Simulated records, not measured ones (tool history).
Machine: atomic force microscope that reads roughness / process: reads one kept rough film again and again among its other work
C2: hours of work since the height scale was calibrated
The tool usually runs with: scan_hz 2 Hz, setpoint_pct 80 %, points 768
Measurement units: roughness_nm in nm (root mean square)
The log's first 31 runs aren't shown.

At hour 1007.7: new tip fitted.
At hour 1011.9: height scale calibrated on a step standard, once more.
Run 32, hour 1012: usual settings but scan_hz 3.66 Hz, setpoint_pct 79 %, points 527; pictures with this tip 5; C2 0. Result: roughness_nm 1.307 nm (root mean square).
At hour 1046.4: new tip fitted.
Run 33, hour 1054.3: usual settings but scan_hz 3.66 Hz, setpoint_pct 79 %, points 527; pictures with this tip 13; C2 24. Result: roughness_nm 1.287 nm (root mean square).
At hour 1083.3: new tip fitted.
Run 34, hour 1088.9: usual settings but scan_hz 2.95 Hz, setpoint_pct 77 %, points 383; pictures with this tip 10; C2 43. Result: roughness_nm 1.404 nm (root mean square).
Run 35, hour 1108.5: usual settings but scan_hz 2.95 Hz, setpoint_pct 60 %, points 383; pictures with this tip 44; C2 54. Result: roughness_nm 1.545 nm (root mean square).
At hour 1120.2: new tip fitted.
Run 36, hour 1153.4: usual settings but scan_hz 0.5 Hz, setpoint_pct 60 %, points 383; pictures with this tip 58; C2 79. Result: roughness_nm 1.674 nm (root mean square).
At hour 1160: new tip fitted.
Run 37, hour 1176.5: usual settings but scan_hz 0.5 Hz, setpoint_pct 85 %, points 407; pictures with this tip 29; C2 92. Result: roughness_nm 1.62 nm (root mean square).
At hour 1198.1: new tip fitted.
Run 38, hour 1213.6: usual settings but scan_hz 1.3 Hz, setpoint_pct 78 %, points 259; pictures with this tip 27; C2 112. Result: roughness_nm 1.531 nm (root mean square).
At hour 1235.1: new tip fitted.
Run 39, hour 1238: usual settings but setpoint_pct 67 %; pictures with this tip 5; C2 126. Result: roughness_nm 1.629 nm (root mean square).
At hour 1271.6: new tip fitted.
Run 40, hour 1279: usual settings but scan_hz 1.72 Hz, setpoint_pct 65 %, points 898; pictures with this tip 13; C2 149. Result: roughness_nm 1.63 nm (root mean square).
At hour 1311.3: new tip fitted.
Run 41, hour 1323.1: usual settings but scan_hz 0.67 Hz, setpoint_pct 83 %, points 898; pictures with this tip 21; C2 173. Result: roughness_nm 1.632 nm (root mean square).
At hour 1347.7: new tip fitted.
Run 42, hour 1360: usual settings but scan_hz 0.67 Hz, setpoint_pct 83 %, points 898; pictures with this tip 21; C2 194. Result: roughness_nm 1.638 nm (root mean square).

What if the next run were any one of these 5? Each begins from the tool's condition after run 42:
At hour 1386.2: new tip fitted.
Run A, hour 1403.8: usual settings but scan_hz 0.66 Hz, setpoint_pct 83 %, points 354; pictures with this tip 31; C2 218. Result: roughness_nm ?.
At hour 1386.2: new tip fitted.
Run B, hour 1403.8: usual settings but scan_hz 0.82 Hz, setpoint_pct 86 %, points 474; pictures with this tip 31; C2 218. Result: roughness_nm ?.
At hour 1386.2: new tip fitted.
Run C, hour 1403.8: usual settings but setpoint_pct 62 %; pictures with this tip 31; C2 218. Result: roughness_nm ?.
At hour 1386.2: new tip fitted.
Run D, hour 1403.8: usual settings but scan_hz 1.07 Hz, setpoint_pct 64 %, points 560; pictures with this tip 31; C2 218. Result: roughness_nm ?.
At hour 1386.2: new tip fitted.
Run E, hour 1403.8: usual settings but scan_hz 1.9 Hz; pictures with this tip 31; C2 218. Result: roughness_nm ?.

run  roughness_nm
  A           1.6
  B         1.552
  C         1.628
  D         1.666
  E         1.459
Had the tool no hidden state, the same runs would have come out as:
run  roughness_nm
  A         1.656
  B         1.607
  C         1.685
  D         1.724
  E          1.51
